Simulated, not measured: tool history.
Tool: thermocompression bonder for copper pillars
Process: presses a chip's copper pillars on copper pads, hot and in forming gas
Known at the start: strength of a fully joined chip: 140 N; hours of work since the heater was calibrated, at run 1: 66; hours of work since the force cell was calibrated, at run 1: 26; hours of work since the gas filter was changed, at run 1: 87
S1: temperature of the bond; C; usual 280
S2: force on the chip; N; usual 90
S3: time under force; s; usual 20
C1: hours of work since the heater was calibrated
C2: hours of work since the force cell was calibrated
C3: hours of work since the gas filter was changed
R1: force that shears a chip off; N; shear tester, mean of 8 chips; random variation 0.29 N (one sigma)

run	hour	S1	S2	S3	C1	C2	C3	R1
1	0	280	90	20	66	26	87	60.6
2	6.9	280	90	20	69	29	90	60.5
3	12.8	280	90	20	72	31	93	60.6
4	20.2	280	90	20	75	35	96	60.6
5	24.7	280	90	20	77	37	99	60.3
6	33.1	280	90	20	81	41	102	60.6
7	43.7	285	90	20	86	45	107	63.5
8	53	250	90	22	90	50	111	42.9
9	63.2	284	135	20	95	54	116	76.8
10	68.1	280	90	54	97	57	118	83.6
11	72.8	280	90	54	99	59	120	83

Measured less the same run without the tool's hidden state. The same run-to-run variation is in both; the gauge's scatter may not be:
The hidden state here: true temperature of the bond over the reading, C; force that reaches the chip, % of what is set; oxide that the forming gas leaves, % of the face; drift of the gauge itself on shear_n, %.
run	R1
1	-0.1
2	-0.2
3	-0.3
4	-0.4
5	-0.5
6	-0.7
7	-0.9
8	-0.7
9	-1.4
10	-1.7
11	-1.7

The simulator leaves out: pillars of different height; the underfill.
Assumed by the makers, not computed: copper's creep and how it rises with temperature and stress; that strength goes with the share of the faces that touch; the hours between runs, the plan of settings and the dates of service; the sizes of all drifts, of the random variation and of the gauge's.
